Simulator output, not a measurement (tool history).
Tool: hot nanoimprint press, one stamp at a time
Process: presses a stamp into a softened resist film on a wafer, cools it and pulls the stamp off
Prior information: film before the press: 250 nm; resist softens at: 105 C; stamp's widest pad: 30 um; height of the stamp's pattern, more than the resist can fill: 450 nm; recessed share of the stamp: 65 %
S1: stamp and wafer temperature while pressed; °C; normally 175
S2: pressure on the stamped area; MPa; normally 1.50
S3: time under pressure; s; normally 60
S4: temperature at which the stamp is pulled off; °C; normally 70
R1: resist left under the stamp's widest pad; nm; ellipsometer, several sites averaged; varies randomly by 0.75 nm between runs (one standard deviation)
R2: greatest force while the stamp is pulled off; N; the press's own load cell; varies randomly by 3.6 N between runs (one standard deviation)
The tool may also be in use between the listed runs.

| run | hour | S1 | S2 | S3 | S4 | R1 | R2 |
|---|---|---|---|---|---|---|---|
| 1 | 0.0 | 175 | 1.50 | 60 | 70 | 101.3 | 213 |
| 2 | 18.9 | 175 | 1.50 | 60 | 70 | 101.5 | 222 |
| 3 | 38.0 | 175 | 1.50 | 60 | 70 | 102.8 | 217 |
|  | 46.7 | plate thermocouple calibrated |
|  | 60.5 | stamp cleaned and given a new release coat |
| 4 | 76.3 | 175 | 1.50 | 60 | 70 | 93.5 | 168 |
| 5 | 96.4 | 175 | 1.50 | 60 | 70 | 93.8 | 172 |
| 6 | 123.2 | 175 | 1.50 | 60 | 75 | 95.3 | 162 |
| 7 | 152.7 | 175 | 1.50 | 60 | 70 | 93.9 | 185 |
| 8 | 167.4 | 175 | 1.50 | 60 | 70 | 94.2 | 181 |
| 9 | 189.6 | 175 | 1.29 | 44 | 65 | 115.8 | 206 |
| 10 | 209.2 | 178 | 1.42 | 78 | 65 | 72.4 | 205 |
| 11 | 238.7 | 175 | 1.90 | 116 | 70 | 65.5 | 189 |
| 12 | 259.7 | 185 | 1.14 | 60 | 70 | 60.5 | 194 |
| 13 | 289.3 | 185 | 1.14 | 34 | 71 | 78.6 | 200 |
| 14 | 307.4 | 164 | 1.50 | 60 | 70 | 176.4 | 204 |
| 15 | 322.9 | 164 | 1.50 | 60 | 70 | 176.1 | 196 |
| 16 | 342.1 | 171 | 1.50 | 60 | 70 | 123.7 | 206 |

Below are 3 alternative next runs, each starting from the tool's condition after run 16. Predict each:
| A | 360.7 | 175 | 1.50 | 56 | 64 | ? | ? |
| B | 360.7 | 175 | 1.00 | 60 | 70 | ? | ? |
| C | 360.7 | 175 | 1.50 | 109 | 67 | ? | ? |

| run | R1 | R2 |
|---|---|---|
| A | 99.8 | 230 |
| B | 114.8 | 203 |
| C | 73.8 | 221 |
Without the tool's hidden state the same runs would have given:
| run | R1 | R2 |
|---|---|---|
| A | 95.7 | 194 |
| B | 110.7 | 171 |
| C | 70.5 | 186 |
